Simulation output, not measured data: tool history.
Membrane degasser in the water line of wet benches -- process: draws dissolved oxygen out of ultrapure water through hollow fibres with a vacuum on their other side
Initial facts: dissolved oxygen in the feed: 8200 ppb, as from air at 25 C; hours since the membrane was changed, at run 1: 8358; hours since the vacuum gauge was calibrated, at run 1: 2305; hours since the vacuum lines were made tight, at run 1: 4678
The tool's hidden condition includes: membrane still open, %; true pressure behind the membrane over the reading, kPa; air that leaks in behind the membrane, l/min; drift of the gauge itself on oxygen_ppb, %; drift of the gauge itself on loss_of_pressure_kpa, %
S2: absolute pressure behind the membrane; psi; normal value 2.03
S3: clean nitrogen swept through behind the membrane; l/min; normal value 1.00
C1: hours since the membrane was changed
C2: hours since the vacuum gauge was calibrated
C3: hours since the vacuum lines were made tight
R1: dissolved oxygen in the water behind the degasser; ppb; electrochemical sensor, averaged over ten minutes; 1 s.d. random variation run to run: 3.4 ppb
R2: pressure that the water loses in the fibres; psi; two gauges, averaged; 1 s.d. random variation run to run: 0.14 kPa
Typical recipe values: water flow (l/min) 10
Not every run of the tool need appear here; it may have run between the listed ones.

Run 1, day 0.000: usual settings; C1 8358; C2 2305; C3 4678. Result: R1 364.7 ppb, R2 5.117 psi.
Run 2, day 6.733: usual settings but water flow (l/min) 13; C1 8520; C2 2466; C3 4840. Result: R1 507.3 ppb, R2 6.653 psi.
Run 3, day 14.658: usual settings; C1 8710; C2 2657; C3 5030. Result: R1 362.8 ppb, R2 5.098 psi.
Run 4, day 22.775: usual settings; C1 8904; C2 2851; C3 5225. Result: R1 355.5 ppb, R2 5.081 psi.
Run 5, day 30.450: usual settings; C1 9089; C2 3036; C3 5409. Result: R1 360.7 ppb, R2 5.115 psi.
Run 6, day 37.579: usual settings but S2 2.77 psi; C1 9260; C2 3207; C3 5580. Result: R1 462.5 ppb, R2 5.089 psi.
At day 47.058: membrane cartridge changed.
Run 7, day 47.058: usual settings but S2 2.77 psi; C1 0; C2 3430; C3 5803. Result: R1 472.1 ppb, R2 5.043 psi.
Run 8, day 52.175: usual settings but S2 2.06 psi, S3 2.81 l/min; C1 123; C2 3553; C3 5926. Result: R1 206.0 ppb, R2 5.097 psi.
Run 9, day 62.017: usual settings but water flow (l/min) 7, S2 1.39 psi, S3 2.51 l/min; C1 359; C2 3789; C3 6162. Result: R1 85.5 ppb, R2 3.527 psi.
Run 10, day 66.379: usual settings but water flow (l/min) 7, S2 1.39 psi, S3 2.51 l/min; C1 464; C2 3894; C3 6267. Result: R1 86.4 ppb, R2 3.529 psi.
Run 11, day 72.333: usual settings but water flow (l/min) 7, S2 1.39 psi, S3 1.61 l/min; C1 607; C2 4037; C3 6410. Result: R1 109.0 ppb, R2 3.558 psi.
At day 78.254: seals of the vacuum lines changed.
Run 12, day 82.300: usual settings but S3 1.78 l/min; C1 844; C2 4274; C3 97. Result: R1 259.6 ppb, R2 5.052 psi.
Run 13, day 90.200: usual settings but S2 2.34 psi; C1 1033; C2 4464; C3 287. Result: R1 406.6 ppb, R2 5.049 psi.

Predict each of these 5 candidate next runs independently; none follows another, all start after run 13:
Run A, day 99.079: usual settings but S2 2.34 psi, S3 0.71 l/min; C1 1246; C2 4677; C3 500. Result: R1 ?, R2 ?.
Run B, day 99.079: usual settings but water flow (l/min) 7, S2 4.16 psi, S3 1.80 l/min; C1 1246; C2 4677; C3 500. Result: R1 ?, R2 ?.
Run C, day 99.079: usual settings but water flow (l/min) 13, S2 2.34 psi; C1 1246; C2 4677; C3 500. Result: R1 ?, R2 ?.
Run D, day 99.079: usual settings but water flow (l/min) 7, S2 2.34 psi, S3 0.59 l/min; C1 1246; C2 4677; C3 500. Result: R1 ?, R2 ?.
Run E, day 99.079: usual settings but S2 4.92 psi, S3 0.89 l/min; C1 1246; C2 4677; C3 500. Result: R1 ?, R2 ?.

run     R1     R2
  A  501.6  5.027
  B  275.3  3.552
  C  563.9  6.580
  D  389.8  3.506
  E  845.2  5.021
What these runs would have given with no unlogged condition in the tool:
run     R1     R2
  A  500.7  5.082
  B  274.9  3.590
  C  563.0  6.651
  D  389.0  3.543
  E  844.4  5.075
